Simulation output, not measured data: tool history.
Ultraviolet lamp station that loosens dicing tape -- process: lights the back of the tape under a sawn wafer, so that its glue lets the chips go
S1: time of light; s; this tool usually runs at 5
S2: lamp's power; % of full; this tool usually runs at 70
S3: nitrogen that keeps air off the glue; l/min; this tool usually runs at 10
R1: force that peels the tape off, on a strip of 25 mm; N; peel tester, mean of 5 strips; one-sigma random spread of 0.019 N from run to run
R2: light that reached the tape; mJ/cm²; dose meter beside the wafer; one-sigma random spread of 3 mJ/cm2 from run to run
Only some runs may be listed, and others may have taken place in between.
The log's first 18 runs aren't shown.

run,day,S1,S2,S3,R1,R2
19,29.417,5,70,10,0.941,435
20,30.571,5,70,10,0.948,431
21,31.592,5,70,10,0.962,440
22,33.362,5,70,10,0.971,436
23,34.946,5,80,3,1.283,499
24,36.221,3,73,5,2.524,271
25,38.129,3,73,5,2.374,269
26,40.058,5,69,5,1.345,425

Run 27 is up next; what results do you expect?
27,41.154,5,70,5,?,?

R1: 1.339 N
R2: 436 mJ/cm²
Were there no unlogged condition in the tool, this run, its random variation unchanged, would have produced R1 1.330 N, R2 438 mJ/cm².

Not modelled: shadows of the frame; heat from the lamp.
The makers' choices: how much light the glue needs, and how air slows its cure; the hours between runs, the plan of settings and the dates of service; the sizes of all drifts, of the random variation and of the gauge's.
